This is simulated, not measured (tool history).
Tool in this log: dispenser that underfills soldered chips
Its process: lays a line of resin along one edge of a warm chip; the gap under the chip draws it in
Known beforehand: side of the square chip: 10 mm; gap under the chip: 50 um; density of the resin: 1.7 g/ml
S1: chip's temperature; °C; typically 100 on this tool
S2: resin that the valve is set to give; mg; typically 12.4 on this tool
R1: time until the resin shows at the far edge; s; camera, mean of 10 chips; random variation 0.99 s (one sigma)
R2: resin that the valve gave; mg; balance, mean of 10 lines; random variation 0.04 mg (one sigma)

run,hour,S1,S2,R1,R2
1,0,100,12.4,146.7,12.07
# hour 4.3: new syringe of resin
2,8.1,100,12.4,126.8,12.04
3,13.1,100,12.4,172.9,11.95
# hour 15.2: new syringe of resin
4,17.5,100,12.4,116.5,12.04
5,22.7,100,12.4,158.9,11.88
# hour 26: new syringe of resin
6,27.3,100,12.4,107.1,11.91
# hour 30.9: dispensing valve cleaned and set on the balance
7,32.3,100,12.4,137.3,12.4
# hour 37.7: new syringe of resin
8,39.4,97,12.4,129.5,12.39
9,45.4,97,12.4,184.4,12.22
# hour 48.2: new syringe of resin
10,53.6,97,14.9,152.1,14.7
# hour 58.5: new syringe of resin
11,61.1,97,14.9,134.3,14.71
# hour 69: new syringe of resin
12,70.2,100,12.4,106.1,12.24
13,75.3,100,14.9,143.6,14.65
# hour 79.3: new syringe of resin
14,81.7,100,12.5,116.3,12.27
# hour 90.2: new syringe of resin
15,90.8,100,12.5,104.4,12.2
16,99.7,100,12.5,177.4,12.15
# hour 101: new syringe of resin
17,109,100,12.5,162.3,12.09
# hour 112.1: new syringe of resin
18,114.1,110,12.4,75.3,12.03
# hour 123: new syringe of resin
19,124.1,87,11,201.5,10.59
# hour 125.6: dispensing valve cleaned and set on the balance
# hour 134.3: new syringe of resin
20,134.8,87,11,194.1,11
21,141.3,88,11.2,273.2,11.17
# hour 145: new syringe of resin
22,146.2,95,13.9,136.4,13.73
23,153.9,86,12.1,335.8,12.01
# hour 155.3: new syringe of resin
24,158.9,86,12.1,240.1,12
25,164.1,108,14,117.3,13.85
# hour 165.8: new syringe of resin
26,172.3,108,11.8,107,11.62
# hour 176.4: new syringe of resin
27,181.5,108,11.8,98.5,11.48
# hour 187: new syringe of resin
28,188.1,95,14.4,133.3,14.05
29,192.6,89,13.8,227.2,13.52
# hour 197.8: new syringe of resin
30,199.2,89,13.8,187.1,13.42
# hour 208.1: new syringe of resin
31,208.6,102,10.9,99.9,10.6
32,213.2,94,13.2,180.2,12.72
33,218,93,11.9,261.5,11.4
# hour 219.2: new syringe of resin
# hour 220.2: dispensing valve cleaned and set on the balance
34,224.5,93,11.9,184.8,11.91
35,228.7,102,12.4,158.4,12.37

Forecast each of these 3 alternatives for the next run:
# hour 230.6: new syringe of resin
A,235.8,105,13.3,?,?
# hour 230.6: new syringe of resin
B,235.8,98,12.4,?,?
# hour 230.6: new syringe of resin
C,235.8,98,12.8,?,?

run,R1,R2
A,110.4,13.17
B,154.3,12.25
C,150.4,12.55
With the hidden condition removed and each run's random variation left untouched, the same runs would have given:
run,R1,R2
A,74.8,13.32
B,104.2,12.38
C,101.5,12.68
